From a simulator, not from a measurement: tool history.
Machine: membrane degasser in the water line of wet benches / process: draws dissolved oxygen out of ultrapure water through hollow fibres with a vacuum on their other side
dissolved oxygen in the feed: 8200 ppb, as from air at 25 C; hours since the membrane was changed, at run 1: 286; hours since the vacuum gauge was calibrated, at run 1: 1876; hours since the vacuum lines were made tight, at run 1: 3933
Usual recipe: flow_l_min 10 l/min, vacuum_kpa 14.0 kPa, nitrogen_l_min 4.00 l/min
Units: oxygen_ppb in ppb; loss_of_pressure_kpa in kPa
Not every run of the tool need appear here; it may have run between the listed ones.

run,hour,flow_l_min,vacuum_kpa,nitrogen_l_min,hours since the membrane was changed,hours since the vacuum gauge was calibrated,hours since the vacuum lines were made tight,oxygen_ppb,loss_of_pressure_kpa
1,0.0,10,14.0,4.00,286,1876,3933,80.7,60.61
2,236.2,10,14.0,4.00,522,2112,4169,81.1,60.47
3,433.0,10,9.4,4.00,719,2309,4366,50.9,60.76
# hour 701.0: seals of the vacuum lines changed
4,774.5,10,9.4,4.00,1058,2649,73,49.4,60.90
5,1020.2,10,9.4,4.97,1304,2894,319,41.4,61.45
6,1290.8,10,17.3,4.00,1575,3165,590,99.5,61.54
7,1451.2,10,17.3,4.00,1735,3325,750,98.8,61.26
8,1756.8,10,17.3,4.00,2041,3631,1056,100.1,61.76
9,1949.6,10,17.3,4.00,2233,3824,1249,100.1,62.00
10,2267.8,10,17.3,4.00,2552,4142,1567,100.3,62.81
11,2636.6,10,17.3,4.00,2920,4511,1936,100.8,62.46
12,2899.7,10,14.0,4.00,3184,4774,2199,82.3,62.56
13,3182.2,10,14.0,4.00,3466,5056,2481,83.7,62.93
14,3451.9,10,14.0,4.00,3736,5326,2751,83.3,63.33
15,3785.3,10,14.0,4.00,4069,5659,3084,83.7,64.00
16,4128.3,10,14.0,4.00,4412,6002,3427,84.7,63.68
17,4435.2,13,9.8,4.00,4719,6309,3734,83.7,83.32
# hour 4597.2: vacuum gauge calibrated
18,4719.4,13,9.8,4.00,5003,122,4018,84.8,84.09
19,5009.5,10,14.0,4.32,5293,412,4308,79.6,64.89
20,5190.6,10,14.0,4.32,5474,593,4489,81.0,64.61
# hour 5341.1: seals of the vacuum lines changed
21,5429.4,10,12.7,2.02,5711,830,88,128.6,65.27
22,5661.2,14,15.9,10.75,5943,1062,320,79.6,90.99
23,5858.9,12,14.0,1.69,6140,1260,518,206.8,78.65
24,6082.6,9,30.8,4.89,6364,1483,741,137.6,59.08
25,6392.5,10,14.0,2.75,6674,1793,1051,116.0,66.29
26,6721.0,6,14.0,8.48,7002,2122,1380,23.0,40.00
27,6922.0,9,10.6,7.98,7203,2323,1581,34.3,60.35
28,7283.2,9,14.0,4.00,7565,2684,1942,75.2,60.46
29,7478.2,9,14.0,4.00,7760,2879,2137,77.3,60.34
30,7758.3,14,9.7,10.03,8040,3159,2417,67.3,94.45

Run 31 has not been measured yet. What should we expect?
# hour 7876.0: membrane cartridge changed
31,7916.8,14,24.7,10.03,41,3314,2572,?,?

{"run 31": {"oxygen_ppb": 101.2, "loss_of_pressure_kpa": 84.31}}
With no hidden state in the tool, this same run would have given oxygen_ppb 98.1 ppb, loss_of_pressure_kpa 84.28 kPa.

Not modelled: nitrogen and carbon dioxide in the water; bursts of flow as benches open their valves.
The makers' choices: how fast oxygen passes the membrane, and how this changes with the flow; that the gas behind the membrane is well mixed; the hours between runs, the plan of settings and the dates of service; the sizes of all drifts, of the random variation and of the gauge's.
